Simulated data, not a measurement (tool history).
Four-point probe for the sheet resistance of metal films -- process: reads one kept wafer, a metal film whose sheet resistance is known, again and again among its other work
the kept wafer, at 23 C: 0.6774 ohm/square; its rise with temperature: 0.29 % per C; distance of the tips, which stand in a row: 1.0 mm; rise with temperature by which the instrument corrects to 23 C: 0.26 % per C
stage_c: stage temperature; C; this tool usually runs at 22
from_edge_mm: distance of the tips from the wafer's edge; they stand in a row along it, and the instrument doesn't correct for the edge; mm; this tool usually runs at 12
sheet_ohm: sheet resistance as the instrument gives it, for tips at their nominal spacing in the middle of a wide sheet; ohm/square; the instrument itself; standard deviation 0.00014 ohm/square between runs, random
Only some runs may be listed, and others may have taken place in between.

run,hour,stage_c,from_edge_mm,sheet_ohm
1,0.0,22,12,0.679898
2,10.8,22,12,0.679955
3,26.8,22,12,0.679777
4,50.4,22,12,0.679576
5,67.6,22,12,0.679842
6,81.2,22,12,0.679504
7,102.3,22,12,0.679697
8,123.6,22,12,0.679547
9,137.6,22,12,0.679863
10,159.2,22,11,0.679982
11,174.1,21,12,0.679608
12,193.8,21,12,0.679430
13,213.6,21,29,0.677366
14,229.0,22,12,0.679503
15,242.3,22,12,0.679538
16,266.0,23,8,0.682914
17,286.4,19,8,0.682256
18,299.9,19,8,0.682294
19,310.1,21,12,0.679280
20,324.9,22,73,0.677086
21,341.6,33,5,0.693601
22,361.0,33,5,0.693546
23,375.7,28,17,0.679311
24,386.2,20,14,0.678116
25,408.8,30,11,0.681497
26,428.1,21,39,0.677085
27,448.0,21,39,0.676746
28,470.8,20,10,0.679670
29,494.3,21,4,0.698429

Alternative continuations, all from the tool just after run 29; predict every row:
A,518.1,20,67,?
B,518.1,21,33,?
C,518.1,19,49,?

run,sheet_ohm
A,0.676639
B,0.677048
C,0.676266
What these runs would have given with no unlogged condition in the tool:
run,sheet_ohm
A,0.677066
B,0.677478
C,0.676691
